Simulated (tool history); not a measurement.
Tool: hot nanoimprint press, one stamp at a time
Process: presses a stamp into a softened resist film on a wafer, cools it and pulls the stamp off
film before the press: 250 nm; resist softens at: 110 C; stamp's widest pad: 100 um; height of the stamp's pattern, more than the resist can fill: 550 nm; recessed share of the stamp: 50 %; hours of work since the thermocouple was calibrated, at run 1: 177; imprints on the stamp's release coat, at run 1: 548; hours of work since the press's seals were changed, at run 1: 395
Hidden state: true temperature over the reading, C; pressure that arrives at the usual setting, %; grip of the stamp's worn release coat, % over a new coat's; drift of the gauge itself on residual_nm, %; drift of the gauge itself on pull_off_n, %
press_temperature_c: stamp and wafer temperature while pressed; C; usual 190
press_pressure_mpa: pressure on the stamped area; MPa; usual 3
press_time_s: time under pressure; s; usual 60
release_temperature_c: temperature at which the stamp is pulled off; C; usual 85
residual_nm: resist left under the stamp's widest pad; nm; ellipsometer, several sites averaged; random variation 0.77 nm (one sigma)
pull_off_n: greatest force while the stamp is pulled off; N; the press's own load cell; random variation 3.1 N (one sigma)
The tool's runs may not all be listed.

run,hour,press_temperature_c,press_pressure_mpa,press_time_s,release_temperature_c,hours of work since the thermocouple was calibrated,imprints on the stamp's release coat,hours of work since the press's seals were changed,residual_nm,pull_off_n
1,0,190,3,60,85,177,548,395,144.9,179
2,14.5,190,2.05,60,85,184,602,402,164.5,181
3,25.8,190,3,60,85,189,643,407,144.3,186
4,45.1,190,3,33,85,198,715,417,172.1,181
5,55.8,190,3,60,85,204,754,422,144.3,191
6,65.2,190,3.67,60,85,208,789,426,134.1,191

The next listed run, before its measurement:
7,85.1,190,3.67,30,88,218,863,436,?,?

residual_nm: 166.9 nm
pull_off_n: 195 N
Without the tool's hidden state the same run would have given residual_nm 171.4 nm, pull_off_n 148 N.
